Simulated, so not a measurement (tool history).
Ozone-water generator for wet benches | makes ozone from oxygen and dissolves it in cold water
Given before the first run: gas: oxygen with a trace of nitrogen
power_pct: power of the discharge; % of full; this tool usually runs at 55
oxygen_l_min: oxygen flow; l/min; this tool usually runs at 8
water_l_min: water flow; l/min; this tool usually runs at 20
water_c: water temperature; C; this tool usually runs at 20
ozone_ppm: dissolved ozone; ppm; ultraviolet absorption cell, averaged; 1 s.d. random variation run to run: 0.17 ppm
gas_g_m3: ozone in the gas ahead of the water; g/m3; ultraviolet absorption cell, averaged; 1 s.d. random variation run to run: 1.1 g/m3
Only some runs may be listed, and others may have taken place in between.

{"run": 1, "hour": 0.0, "power_pct": 55, "oxygen_l_min": 8, "water_l_min": 20, "water_c": 20, "ozone_ppm": 21.8, "gas_g_m3": 190.7}
{"run": 2, "hour": 64.0, "power_pct": 55, "oxygen_l_min": 8, "water_l_min": 20, "water_c": 20, "ozone_ppm": 22.1, "gas_g_m3": 190.3}
{"run": 3, "hour": 113.4, "power_pct": 55, "oxygen_l_min": 8, "water_l_min": 20, "water_c": 12, "ozone_ppm": 25.1, "gas_g_m3": 188.4}
{"run": 4, "hour": 155.8, "power_pct": 55, "oxygen_l_min": 8, "water_l_min": 20, "water_c": 12, "ozone_ppm": 25.3, "gas_g_m3": 192}
{"run": 5, "hour": 220.4, "power_pct": 55, "oxygen_l_min": 8, "water_l_min": 20, "water_c": 20, "ozone_ppm": 21.5, "gas_g_m3": 187.8}
{"run": 6, "hour": 302.0, "power_pct": 55, "oxygen_l_min": 8, "water_l_min": 20, "water_c": 20, "ozone_ppm": 21.7, "gas_g_m3": 189.6}
{"run": 7, "hour": 350.7, "power_pct": 55, "oxygen_l_min": 8, "water_l_min": 20, "water_c": 20, "ozone_ppm": 21.5, "gas_g_m3": 190.8}
{"run": 8, "hour": 419.9, "power_pct": 55, "oxygen_l_min": 8, "water_l_min": 20, "water_c": 20, "ozone_ppm": 21.7, "gas_g_m3": 189.2}
{"run": 9, "hour": 490.9, "power_pct": 55, "oxygen_l_min": 8, "water_l_min": 15, "water_c": 20, "ozone_ppm": 26.4, "gas_g_m3": 188.9}
{"run": 10, "hour": 542.1, "power_pct": 55, "oxygen_l_min": 8, "water_l_min": 20, "water_c": 20, "ozone_ppm": 21.7, "gas_g_m3": 188.5}
{"run": 11, "hour": 576.7, "power_pct": 55, "oxygen_l_min": 8, "water_l_min": 20, "water_c": 20, "ozone_ppm": 21.8, "gas_g_m3": 188.7}
{"run": 12, "hour": 629.3, "power_pct": 55, "oxygen_l_min": 8, "water_l_min": 20, "water_c": 20, "ozone_ppm": 21.5, "gas_g_m3": 188.8}
{"run": 13, "hour": 712.3, "power_pct": 55, "oxygen_l_min": 8.22, "water_l_min": 20, "water_c": 20, "ozone_ppm": 21.4, "gas_g_m3": 186.1}
{"run": 14, "hour": 771.9, "power_pct": 55, "oxygen_l_min": 8.22, "water_l_min": 20, "water_c": 20, "ozone_ppm": 21.3, "gas_g_m3": 185.4}
{"run": 15, "hour": 847.6, "power_pct": 55, "oxygen_l_min": 8.22, "water_l_min": 20, "water_c": 20, "ozone_ppm": 21.2, "gas_g_m3": 185.1}
{"run": 16, "hour": 923.4, "power_pct": 55, "oxygen_l_min": 8.22, "water_l_min": 20, "water_c": 20, "ozone_ppm": 21.6, "gas_g_m3": 184.5}
{"run": 17, "hour": 958.0, "power_pct": 57, "oxygen_l_min": 6.27, "water_l_min": 18, "water_c": 27, "ozone_ppm": 21.1, "gas_g_m3": 217.4}
{"run": 18, "hour": 999.2, "power_pct": 57, "oxygen_l_min": 4.13, "water_l_min": 29, "water_c": 17, "ozone_ppm": 15.8, "gas_g_m3": 268.5}
{"run": 19, "hour": 1043.5, "power_pct": 57, "oxygen_l_min": 4.13, "water_l_min": 29, "water_c": 17, "ozone_ppm": 15.6, "gas_g_m3": 269.2}
{"run": 20, "hour": 1119.5, "power_pct": 55, "oxygen_l_min": 4.02, "water_l_min": 20, "water_c": 26, "ozone_ppm": 19.6, "gas_g_m3": 264.2}
{"run": 21, "hour": 1163.0, "power_pct": 55, "oxygen_l_min": 4.72, "water_l_min": 13, "water_c": 20, "ozone_ppm": 30.6, "gas_g_m3": 246.4}
{"run": 22, "hour": 1245.7, "power_pct": 63, "oxygen_l_min": 4.72, "water_l_min": 13, "water_c": 20, "ozone_ppm": 33.3, "gas_g_m3": 266.5}
{"run": 23, "hour": 1293.7, "power_pct": 55, "oxygen_l_min": 8, "water_l_min": 20, "water_c": 22, "ozone_ppm": 20.2, "gas_g_m3": 186.8}
{"run": 24, "hour": 1336.9, "power_pct": 59, "oxygen_l_min": 4.34, "water_l_min": 20, "water_c": 20, "ozone_ppm": 22.4, "gas_g_m3": 267}
{"run": 25, "hour": 1374.4, "power_pct": 55, "oxygen_l_min": 8, "water_l_min": 16, "water_c": 15, "ozone_ppm": 27.6, "gas_g_m3": 184.9}
{"run": 26, "hour": 1427.4, "power_pct": 77, "oxygen_l_min": 4.29, "water_l_min": 31, "water_c": 15, "ozone_ppm": 17.8, "gas_g_m3": 314.6}
{"run": 27, "hour": 1461.5, "power_pct": 77, "oxygen_l_min": 4.29, "water_l_min": 31, "water_c": 15, "ozone_ppm": 17.7, "gas_g_m3": 316.5}
{"hour": 1513.6, "done": "water thermometer calibrated"}
{"run": 28, "hour": 1531.6, "power_pct": 50, "oxygen_l_min": 7.12, "water_l_min": 30, "water_c": 20, "ozone_ppm": 13.9, "gas_g_m3": 182.8}
{"run": 29, "hour": 1587.1, "power_pct": 98, "oxygen_l_min": 7.12, "water_l_min": 30, "water_c": 20, "ozone_ppm": 21.7, "gas_g_m3": 281.8}

Run 30 has not been measured yet. What should we expect?
{"run": 30, "hour": 1662.2, "power_pct": 40, "oxygen_l_min": 8, "water_l_min": 20, "water_c": 20, "ozone_ppm": "?", "gas_g_m3": "?"}

{"run 30": {"ozone_ppm": 17.1, "gas_g_m3": 151}}
The same run, on a tool lacking any hidden state, would have yielded ozone_ppm 18.9 ppm, gas_g_m3 164.1 g/m3.
